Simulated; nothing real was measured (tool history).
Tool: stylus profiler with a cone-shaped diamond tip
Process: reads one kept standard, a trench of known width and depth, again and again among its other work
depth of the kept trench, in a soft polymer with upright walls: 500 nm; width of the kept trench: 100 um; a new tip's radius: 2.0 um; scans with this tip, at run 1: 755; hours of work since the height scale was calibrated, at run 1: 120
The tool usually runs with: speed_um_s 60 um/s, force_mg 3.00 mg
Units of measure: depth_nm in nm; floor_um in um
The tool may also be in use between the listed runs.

run	hour	speed_um_s	force_mg	scans with this tip	hours of work since the height scale was calibrated	depth_nm	floor_um
1	0.0	60	3.00	755	120	506.42	97.19
2	13.6	60	3.00	799	127	506.24	97.16
3	28.0	60	3.00	845	134	506.29	97.09
4	41.2	60	3.00	888	141	506.07	97.16
5	56.3	19	3.00	936	149	505.96	97.21
# hour 57.7: height scale calibrated on a step standard
6	74.5	72	1.33	993	9	503.78	97.03
7	86.2	60	1.26	1031	15	503.28	97.07
8	100.2	16	1.84	1076	22	504.31	97.21
# hour 103.0: height scale calibrated on a step standard, once more
9	112.6	23	2.63	1115	5	505.59	97.20
10	126.7	191	1.64	1160	12	504.08	96.70

Subtracting, for every run, the result it would have given without the tool's unlogged condition from the measured result gives the following. The same run-to-run variation enters both numbers; the gauge's scatter may not:
The tool's hidden condition here consists of: radius of the tip, um; height scale over the true one, %; drift of the gauge itself on depth_nm, %; drift of the gauge itself on floor_um, %.
run	depth_nm	floor_um
1	+0.05	-0.10
2	+0.06	-0.10
3	+0.07	-0.11
4	+0.08	-0.11
5	+0.09	-0.11
6	+0.17	-0.12
7	+0.18	-0.13
8	+0.19	-0.13
9	-0.05	-0.13
10	-0.05	-0.14

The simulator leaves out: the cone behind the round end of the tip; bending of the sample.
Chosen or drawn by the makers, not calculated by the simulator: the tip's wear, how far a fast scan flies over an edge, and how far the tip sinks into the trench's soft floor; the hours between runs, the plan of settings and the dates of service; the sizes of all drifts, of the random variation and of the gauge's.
